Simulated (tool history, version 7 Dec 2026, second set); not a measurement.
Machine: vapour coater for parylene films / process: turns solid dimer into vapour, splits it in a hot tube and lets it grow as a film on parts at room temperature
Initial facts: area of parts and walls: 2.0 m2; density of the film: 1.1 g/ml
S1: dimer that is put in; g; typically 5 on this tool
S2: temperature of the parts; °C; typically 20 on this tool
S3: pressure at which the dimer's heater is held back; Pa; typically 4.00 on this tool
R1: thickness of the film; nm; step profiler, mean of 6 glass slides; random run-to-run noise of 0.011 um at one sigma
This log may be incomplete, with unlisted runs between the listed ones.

run,hour,S1,S2,S3,R1
1,0.0,5,20,4.00,1790
2,53.6,5,20,4.00,1760
3,86.7,5,20,4.00,1730
4,117.0,5,22,4.00,1620
5,149.8,5,22,4.00,1570
6,202.2,5,22,4.00,1530
# hour 205.9: table's thermometer calibrated
7,241.8,5,15,4.00,1850
# hour 270.9: trap's valve overhauled
8,295.0,5,20,6.83,1720
9,348.7,5,20,6.83,1680
10,391.1,3,20,2.08,1050
11,437.8,4,20,4.00,1310

Consider 5 possible next runs. They are alternatives, not a sequence: every one starts from the tool as it was left by run 11. What does each give?
A,467.8,5,14,4.00,?
B,467.8,4,20,6.61,?
C,467.8,5,22,3.30,?
D,467.8,2,20,9.76,?
E,467.8,5,26,3.33,?

run,R1
A,1930
B,1250
C,1570
D,630
E,1390
The same runs, with their run-to-run variation unchanged, on a tool lacking any hidden condition would have given:
run,R1
A,2180
B,1410
C,1770
D,710
E,1570
